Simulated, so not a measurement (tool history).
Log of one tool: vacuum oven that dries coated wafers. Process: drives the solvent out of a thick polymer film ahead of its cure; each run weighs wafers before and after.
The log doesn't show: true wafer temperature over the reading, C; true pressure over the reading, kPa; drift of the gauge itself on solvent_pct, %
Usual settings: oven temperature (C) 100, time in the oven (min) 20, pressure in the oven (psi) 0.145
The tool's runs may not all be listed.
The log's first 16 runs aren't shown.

run   hour  oven temperature (C)  time in the oven (min)  pressure in the oven (psi)  hours of work since the thermocouples were calibrated  hours of work since the vacuum gauge was cleaned of residue  solvent left in the film (%)
 17  136.2                   106                      21                       0.145                                                    426                                                           15                          1.45
 18  146.4                   100                      22                       0.145                                                    430                                                           19                          2.57
 19  157.5                   100                      22                       0.145                                                    435                                                           24                          2.58
     164.8  -- vacuum gauge cleaned of residue and calibrated, once more
 20  167.0                   100                      20                       0.145                                                    438                                                            1                          2.88
 21  176.0                   100                      10                       0.132                                                    442                                                            5                          5.43
 22  183.9                   100                      20                       0.113                                                    445                                                            8                          2.77
 23  191.0                    91                      21                       0.094                                                    448                                                           11                          5.00
 24  200.5                    91                      21                       0.187                                                    452                                                           15                          5.23
 25  207.6                   108                      15                       0.152                                                    455                                                           18                          1.92
 26  215.9                   115                      14                       0.131                                                    459                                                           21                          0.90
 27  228.3                    92                      16                       0.125                                                    464                                                           26                          5.88
 28  235.1                   100                      16                       0.149                                                    467                                                           29                          3.69
 29  241.8                   100                      15                       0.135                                                    469                                                           32                          3.90
 30  248.8                   100                      11                       0.496                                                    472                                                           35                          5.74
 31  257.4                   111                      11                       0.496                                                    476                                                           38                          2.80
 32  265.1                   111                      11                       0.496                                                    479                                                           42                          2.83
 33  276.4                   111                      11                       0.496                                                    484                                                           46                          2.82
 34  287.2                   100                      14                       0.210                                                    488                                                           51                          4.32
 35  294.9                   100                      27                       0.145                                                    492                                                           54                          1.87
 36  300.6                    87                      17                       0.476                                                    494                                                           56                          7.77
 37  306.0                   113                      16                       0.476                                                    496                                                           59                          1.45
 38  317.0                   100                      20                       0.164                                                    501                                                           63                          2.93
 39  327.8                    89                      15                       0.558                                                    505                                                           68                          7.75
 40  337.9                   100                      20                       0.406                                                    509                                                           72                          3.41

4 ways to go on from here, each from the tool as it stands after run 40. What would each give?
  A  346.7                   100                      31                       0.305                                                    513                                                           76                             ?
  B  346.7                   104                      20                       0.479                                                    513                                                           76                             ?
  C  346.7                   100                      20                       0.396                                                    513                                                           76                             ?
  D  346.7                   108                      12                       0.220                                                    513                                                           76                             ?

run  solvent left in the film (%)
  A                          1.89
  B                          2.61
  C                          3.44
  D                          2.82
Without the tool's hidden state the same runs would have given:
run  solvent left in the film (%)
  A                          1.76
  B                          2.46
  C                          3.26
  D                          2.65
